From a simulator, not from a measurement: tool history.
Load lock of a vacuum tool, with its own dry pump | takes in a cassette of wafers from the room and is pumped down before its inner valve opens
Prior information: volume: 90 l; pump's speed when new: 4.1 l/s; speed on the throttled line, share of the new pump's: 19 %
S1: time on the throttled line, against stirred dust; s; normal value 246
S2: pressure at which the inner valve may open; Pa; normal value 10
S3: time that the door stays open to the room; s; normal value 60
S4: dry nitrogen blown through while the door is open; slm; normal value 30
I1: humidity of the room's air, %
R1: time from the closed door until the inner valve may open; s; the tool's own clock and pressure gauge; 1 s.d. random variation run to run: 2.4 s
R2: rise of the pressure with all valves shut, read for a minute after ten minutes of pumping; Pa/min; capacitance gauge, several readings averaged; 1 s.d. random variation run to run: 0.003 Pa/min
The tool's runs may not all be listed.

run,hour,S1,S2,S3,S4,I1,R1,R2
1,0,246,10,60,30,41.5,418.1,0.104
2,252.8,246,10,60,30,43.5,410.7,0.105
3,734.8,246,10,204,30,46.4,415.6,0.142
4,1302.6,246,10,60,7,42.3,415.4,0.15
5,1539.2,246,10,60,7,44.3,411.2,0.166
6,1782.1,246,10,60,7,43.2,418.1,0.172
7,2227.6,246,10,60,7,45.1,415.6,0.18
8,2628.4,246,10,60,7,47.5,416.2,0.198
9,2885.4,246,10,60,7,46.6,419,0.199
10,3132.5,246,19,35,7,42.8,403.7,0.204
11,3534.5,246,15,102,11,46.1,410.5,0.237
12,4085.9,246,10,217,30,44.2,414.7,0.254
13,4490,246,10,217,30,44,424.5,0.276
14,4810.1,246,10,60,6,45.5,416.5,0.287

Forecast each of these 5 alternatives for the next run:
A,5358.8,223,10,164,28,47.1,?,?
B,5358.8,246,19,60,30,42.6,?,?
C,5358.8,130,10,60,30,43.8,?,?
D,5358.8,415,12,60,20,44.4,?,?
E,5358.8,246,10,60,37,49.6,?,?

run,R1,R2
A,403.4,0.312
B,404.1,0.281
C,328.1,0.281
D,549.4,0.296
E,420.5,0.286
With no hidden state in the tool, these same runs would have given:
run,R1,R2
A,382.9,0.042
B,386.4,0.016
C,305.5,0.018
D,534,0.027
E,400.6,0.017
